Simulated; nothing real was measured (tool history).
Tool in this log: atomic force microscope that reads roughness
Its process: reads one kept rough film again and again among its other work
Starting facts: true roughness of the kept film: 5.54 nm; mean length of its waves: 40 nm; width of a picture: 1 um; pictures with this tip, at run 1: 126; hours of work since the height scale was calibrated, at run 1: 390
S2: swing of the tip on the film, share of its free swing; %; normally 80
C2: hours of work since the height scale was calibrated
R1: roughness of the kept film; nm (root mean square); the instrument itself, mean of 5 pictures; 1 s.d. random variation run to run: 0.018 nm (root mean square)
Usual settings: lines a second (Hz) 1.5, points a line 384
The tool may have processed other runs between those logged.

run 1 hour=0 | lines_a_second_(Hz)=1.5 S2=80 points_a_line=384 | pictures_with_this_tip=126 C2=390 | R1=3.726
run 2 hour=12.4 | lines_a_second_(Hz)=1.5 S2=72 points_a_line=384 | pictures_with_this_tip=154 C2=398 | R1=3.799
-- hour=21.8 new tip fitted
run 3 hour=24.6 | lines_a_second_(Hz)=1.5 S2=80 points_a_line=384 | pictures_with_this_tip=6 C2=406 | R1=4.394
run 4 hour=35.6 | lines_a_second_(Hz)=1.5 S2=80 points_a_line=384 | pictures_with_this_tip=31 C2=414 | R1=4.267
run 5 hour=53.5 | lines_a_second_(Hz)=1.44 S2=80 points_a_line=384 | pictures_with_this_tip=71 C2=427 | R1=4.082
run 6 hour=70.4 | lines_a_second_(Hz)=1.5 S2=66 points_a_line=384 | pictures_with_this_tip=108 C2=438 | R1=4.2
run 7 hour=85.5 | lines_a_second_(Hz)=1.5 S2=74 points_a_line=384 | pictures_with_this_tip=142 C2=449 | R1=3.856
-- hour=101.2 new tip fitted
run 8 hour=102.6 | lines_a_second_(Hz)=1.5 S2=74 points_a_line=709 | pictures_with_this_tip=3 C2=460 | R1=4.584
run 9 hour=115.2 | lines_a_second_(Hz)=1.5 S2=74 points_a_line=709 | pictures_with_this_tip=31 C2=469 | R1=4.449
run 10 hour=129.7 | lines_a_second_(Hz)=1.5 S2=80 points_a_line=384 | pictures_with_this_tip=64 C2=479 | R1=4.057
run 11 hour=139.3 | lines_a_second_(Hz)=1.5 S2=80 points_a_line=384 | pictures_with_this_tip=85 C2=486 | R1=3.961
run 12 hour=149.7 | lines_a_second_(Hz)=1.5 S2=80 points_a_line=267 | pictures_with_this_tip=108 C2=493 | R1=3.874
run 13 hour=160 | lines_a_second_(Hz)=1.5 S2=80 points_a_line=267 | pictures_with_this_tip=131 C2=500 | R1=3.738
run 14 hour=177.9 | lines_a_second_(Hz)=1.5 S2=80 points_a_line=267 | pictures_with_this_tip=171 C2=513 | R1=3.556
-- hour=179.8 new tip fitted
run 15 hour=186.3 | lines_a_second_(Hz)=1.5 S2=80 points_a_line=384 | pictures_with_this_tip=15 C2=518 | R1=4.318
run 16 hour=196.8 | lines_a_second_(Hz)=1.5 S2=80 points_a_line=384 | pictures_with_this_tip=38 C2=526 | R1=4.232
run 17 hour=214.9 | lines_a_second_(Hz)=1.5 S2=80 points_a_line=384 | pictures_with_this_tip=78 C2=538 | R1=4.001
run 18 hour=230.7 | lines_a_second_(Hz)=2.28 S2=80 points_a_line=384 | pictures_with_this_tip=114 C2=549 | R1=3.558
run 19 hour=239.9 | lines_a_second_(Hz)=2.28 S2=80 points_a_line=384 | pictures_with_this_tip=134 C2=556 | R1=3.487
run 20 hour=254.6 | lines_a_second_(Hz)=2.28 S2=80 points_a_line=384 | pictures_with_this_tip=167 C2=566 | R1=3.326
-- hour=257.6 new tip fitted
run 21 hour=266.2 | lines_a_second_(Hz)=2.87 S2=55 points_a_line=907 | pictures_with_this_tip=19 C2=574 | R1=4.692
run 22 hour=277.4 | lines_a_second_(Hz)=2.87 S2=55 points_a_line=907 | pictures_with_this_tip=44 C2=581 | R1=4.57
run 23 hour=286.8 | lines_a_second_(Hz)=2.87 S2=55 points_a_line=477 | pictures_with_this_tip=65 C2=588 | R1=4.413
run 24 hour=296.2 | lines_a_second_(Hz)=1.36 S2=59 points_a_line=643 | pictures_with_this_tip=86 C2=594 | R1=4.427
run 25 hour=313.2 | lines_a_second_(Hz)=2.7 S2=59 points_a_line=357 | pictures_with_this_tip=124 C2=606 | R1=4.038
run 26 hour=328.8 | lines_a_second_(Hz)=2.7 S2=76 points_a_line=357 | pictures_with_this_tip=159 C2=617 | R1=3.415
-- hour=335.9 new tip fitted
run 27 hour=345.5 | lines_a_second_(Hz)=2.7 S2=76 points_a_line=357 | pictures_with_this_tip=22 C2=628 | R1=3.993
run 28 hour=356.1 | lines_a_second_(Hz)=1.36 S2=80 points_a_line=995 | pictures_with_this_tip=45 C2=636 | R1=4.242
run 29 hour=365.9 | lines_a_second_(Hz)=1.36 S2=80 points_a_line=995 | pictures_with_this_tip=67 C2=643 | R1=4.091
run 30 hour=373.5 | lines_a_second_(Hz)=0.78 S2=82 points_a_line=376 | pictures_with_this_tip=84 C2=648 | R1=4.196
run 31 hour=386.1 | lines_a_second_(Hz)=1.57 S2=70 points_a_line=358 | pictures_with_this_tip=112 C2=657 | R1=4.014
run 32 hour=398.7 | lines_a_second_(Hz)=1.57 S2=73 points_a_line=624 | pictures_with_this_tip=141 C2=665 | R1=3.859
run 33 hour=408.8 | lines_a_second_(Hz)=1.89 S2=71 points_a_line=260 | pictures_with_this_tip=163 C2=672 | R1=3.692
-- hour=413.9 new tip fitted
run 34 hour=425.4 | lines_a_second_(Hz)=1.89 S2=57 points_a_line=389 | pictures_with_this_tip=26 C2=684 | R1=4.669
run 35 hour=435.2 | lines_a_second_(Hz)=1.5 S2=86 points_a_line=434 | pictures_with_this_tip=48 C2=690 | R1=3.948
run 36 hour=451.1 | lines_a_second_(Hz)=1.53 S2=57 points_a_line=296 | pictures_with_this_tip=83 C2=702 | R1=4.399
run 37 hour=465.7 | lines_a_second_(Hz)=1.28 S2=56 points_a_line=487 | pictures_with_this_tip=116 C2=712 | R1=4.284
run 38 hour=474.6 | lines_a_second_(Hz)=1.5 S2=58 points_a_line=384 | pictures_with_this_tip=136 C2=718 | R1=4.121

Some steps in R1 between neighbouring runs. How much of each would the tool show without its hidden state too (settings, what came in, random variation), and how much is left for the hidden state, with any gauge scatter that isn't in both results?
The hidden state here: radius of the tip, nm; height scale over the true one, %; drift of the gauge itself on roughness_nm, %.
Run 2 -> 3: S2 72 -> 80, new tip fitted. R1 +0.595 nm (root mean square): hidden state +0.821, all else -0.226.
Run 7 -> 8: points a line 384 -> 709, new tip fitted. R1 +0.728 nm (root mean square): hidden state +0.719, all else +0.009.
Run 14 -> 15: points a line 267 -> 384, new tip fitted. R1 +0.762 nm (root mean square): hidden state +0.743, all else +0.019.
Run 20 -> 21: lines a second (Hz) 2.28 -> 2.87, S2 80 -> 55, points a line 384 -> 907, new tip fitted. R1 +1.366 nm (root mean square): hidden state +0.646, all else +0.72.
Run 33 -> 34: S2 71 -> 57, points a line 260 -> 389, new tip fitted. R1 +0.977 nm (root mean square): hidden state +0.629, all else +0.348.

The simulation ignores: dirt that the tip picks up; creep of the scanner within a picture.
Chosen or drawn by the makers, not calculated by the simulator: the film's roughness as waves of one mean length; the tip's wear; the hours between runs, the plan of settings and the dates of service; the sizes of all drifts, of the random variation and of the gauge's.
